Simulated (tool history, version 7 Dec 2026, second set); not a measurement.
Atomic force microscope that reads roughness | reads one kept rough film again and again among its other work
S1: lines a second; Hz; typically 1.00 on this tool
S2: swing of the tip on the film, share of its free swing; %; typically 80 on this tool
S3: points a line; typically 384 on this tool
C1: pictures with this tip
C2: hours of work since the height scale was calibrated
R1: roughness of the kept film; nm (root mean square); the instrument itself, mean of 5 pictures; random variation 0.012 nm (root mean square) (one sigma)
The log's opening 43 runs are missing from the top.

| run | hour | S1 | S2 | S3 | C1 | C2 | R1 |
|---|---|---|---|---|---|---|---|
| 44 | 1340.5 | 1.48 | 63 | 475 | 161 | 141 | 2.313 |
| 45 | 1362.9 | 1.48 | 63 | 475 | 181 | 152 | 2.246 |
| 46 | 1405.3 | 1.48 | 63 | 475 | 218 | 172 | 2.152 |
|  | 1418.1 | new tip fitted |
| 47 | 1423.4 | 0.66 | 73 | 510 | 5 | 180 | 3.042 |
| 48 | 1457.8 | 0.66 | 63 | 615 | 35 | 197 | 2.883 |
| 49 | 1487.2 | 2.61 | 80 | 384 | 60 | 211 | 2.306 |
| 50 | 1514.3 | 1.00 | 80 | 256 | 84 | 224 | 2.424 |
| 51 | 1535.8 | 1.00 | 80 | 256 | 103 | 234 | 2.347 |
| 52 | 1574.2 | 0.96 | 56 | 369 | 136 | 252 | 2.408 |

5 ways to go on from here, each from the tool as it stands after run 52. What would each give?
| A | 1611.9 | 1.24 | 56 | 369 | 169 | 270 | ? |
| B | 1611.9 | 3.03 | 80 | 384 | 169 | 270 | ? |
| C | 1611.9 | 1.59 | 83 | 695 | 169 | 270 | ? |
| D | 1611.9 | 2.57 | 80 | 384 | 169 | 270 | ? |
| E | 1611.9 | 1.00 | 69 | 384 | 169 | 270 | ? |

| run | R1 |
|---|---|
| A | 2.279 |
| B | 1.863 |
| C | 2.060 |
| D | 1.928 |
| E | 2.236 |
Stripped of hidden state, with their random variation kept, the same runs would have yielded:
| run | R1 |
|---|---|
| A | 3.114 |
| B | 2.544 |
| C | 2.814 |
| D | 2.635 |
| E | 3.057 |
